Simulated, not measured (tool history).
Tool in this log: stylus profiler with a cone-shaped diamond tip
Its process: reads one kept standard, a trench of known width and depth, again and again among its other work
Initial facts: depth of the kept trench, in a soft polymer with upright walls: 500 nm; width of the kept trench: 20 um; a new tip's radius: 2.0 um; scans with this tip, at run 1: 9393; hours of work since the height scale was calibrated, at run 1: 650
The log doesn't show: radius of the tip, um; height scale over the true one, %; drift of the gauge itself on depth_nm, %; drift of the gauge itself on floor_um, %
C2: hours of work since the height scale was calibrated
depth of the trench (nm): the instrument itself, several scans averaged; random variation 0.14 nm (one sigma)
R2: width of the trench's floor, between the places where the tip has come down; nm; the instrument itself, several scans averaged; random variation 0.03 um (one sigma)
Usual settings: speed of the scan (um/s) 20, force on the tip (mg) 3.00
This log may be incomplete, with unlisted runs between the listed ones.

Run 1, hour 0.0: usual settings; scans with this tip 9393; C2 650. Result: depth of the trench (nm) 508.83, R2 16090 nm.
Run 2, hour 93.8: usual settings but force on the tip (mg) 1.21; scans with this tip 10256; C2 710. Result: depth of the trench (nm) 505.51, R2 15940 nm.
Run 3, hour 155.7: usual settings but force on the tip (mg) 1.21; scans with this tip 10825; C2 749. Result: depth of the trench (nm) 505.74, R2 15900 nm.
Run 4, hour 284.2: usual settings but speed of the scan (um/s) 7; scans with this tip 12008; C2 831. Result: depth of the trench (nm) 509.57, R2 15840 nm.
Run 5, hour 387.8: usual settings but speed of the scan (um/s) 17; scans with this tip 12962; C2 897. Result: depth of the trench (nm) 509.65, R2 15700 nm.
Run 6, hour 464.9: usual settings but speed of the scan (um/s) 17; scans with this tip 13672; C2 947. Result: depth of the trench (nm) 509.57, R2 15630 nm.
At hour 541.7: height scale calibrated on a step standard.
Run 7, hour 578.1: usual settings but force on the tip (mg) 3.66; scans with this tip 14710; C2 23. Result: depth of the trench (nm) 511.86, R2 15540 nm.
Run 8, hour 660.3: usual settings but force on the tip (mg) 3.66; scans with this tip 15466; C2 76. Result: depth of the trench (nm) 511.92, R2 15450 nm.
Run 9, hour 732.8: usual settings but force on the tip (mg) 3.66; scans with this tip 16134; C2 122. Result: depth of the trench (nm) 511.67, R2 15430 nm.
At hour 790.7: height scale calibrated on a step standard, once more.
Run 10, hour 824.2: usual settings but force on the tip (mg) 3.66; scans with this tip 16970; C2 21. Result: depth of the trench (nm) 508.89, R2 15320 nm.
Run 11, hour 953.7: usual settings but force on the tip (mg) 1.17; scans with this tip 18162; C2 104. Result: depth of the trench (nm) 503.86, R2 15190 nm.
Run 12, hour 1056.4: usual settings but speed of the scan (um/s) 8, force on the tip (mg) 1.19; scans with this tip 19108; C2 169. Result: depth of the trench (nm) 504.34, R2 15180 nm.
Run 13, hour 1148.4: usual settings but speed of the scan (um/s) 11, force on the tip (mg) 1.36; scans with this tip 19954; C2 228. Result: depth of the trench (nm) 504.91, R2 15110 nm.
At hour 1215.2: new tip fitted, height scale calibrated.
Run 14, hour 1219.6: usual settings but speed of the scan (um/s) 8, force on the tip (mg) 2.23; scans with this tip 40; C2 3. Result: depth of the trench (nm) 506.03, R2 17380 nm.
Run 15, hour 1316.8: usual settings but speed of the scan (um/s) 8, force on the tip (mg) 2.23; scans with this tip 935; C2 65. Result: depth of the trench (nm) 506.42, R2 17250 nm.
Run 16, hour 1452.8: usual settings but speed of the scan (um/s) 34, force on the tip (mg) 2.03; scans with this tip 2187; C2 151. Result: depth of the trench (nm) 506.07, R2 16970 nm.
Run 17, hour 1518.8: usual settings but speed of the scan (um/s) 34, force on the tip (mg) 8.37; scans with this tip 2794; C2 193. Result: depth of the trench (nm) 515.77, R2 16940 nm.
Run 18, hour 1598.5: usual settings but speed of the scan (um/s) 47, force on the tip (mg) 1.43; scans with this tip 3528; C2 244. Result: depth of the trench (nm) 504.86, R2 16630 nm.
Run 19, hour 1693.7: usual settings but speed of the scan (um/s) 62, force on the tip (mg) 1.17; scans with this tip 4404; C2 305. Result: depth of the trench (nm) 504.29, R2 16380 nm.
Run 20, hour 1778.5: usual settings but speed of the scan (um/s) 62, force on the tip (mg) 7.69; scans with this tip 5185; C2 359. Result: depth of the trench (nm) 514.85, R2 16590 nm.
Run 21, hour 1887.1: usual settings but speed of the scan (um/s) 5, force on the tip (mg) 2.84; scans with this tip 6184; C2 428. Result: depth of the trench (nm) 508.19, R2 16540 nm.
Run 22, hour 1979.9: usual settings but speed of the scan (um/s) 11, force on the tip (mg) 8.72; scans with this tip 7039; C2 487. Result: depth of the trench (nm) 516.71, R2 16480 nm.

Hidden condition of the tool, last listed run before each entry between runs versus first listed run after:
Runs 6 to 7: height scale calibrated on a step standard (hour 541.7)
  radius of the tip, um: 4.83 -> 5.03; height scale over the true one, %: 0.346 -> 0.562
  measured minus no-state result, depth of the trench (nm): +1.76 -> +2.86; R2: -1630 -> -1730 nm
Runs 9 to 10: height scale calibrated on a step standard, once more (hour 790.7)
  radius of the tip, um: 5.33 -> 5.51; height scale over the true one, %: 0.599 -> -0.022
  measured minus no-state result, depth of the trench (nm): +3.05 -> -0.11; R2: -1860 -> -1940 nm
Runs 13 to 14: new tip fitted, height scale calibrated (hour 1215.2)
  radius of the tip, um: 6.15 -> 1.94; height scale over the true one, %: 0.061 -> -0.028
  measured minus no-state result, depth of the trench (nm): +0.31 -> -0.14; R2: -2210 -> +50 nm
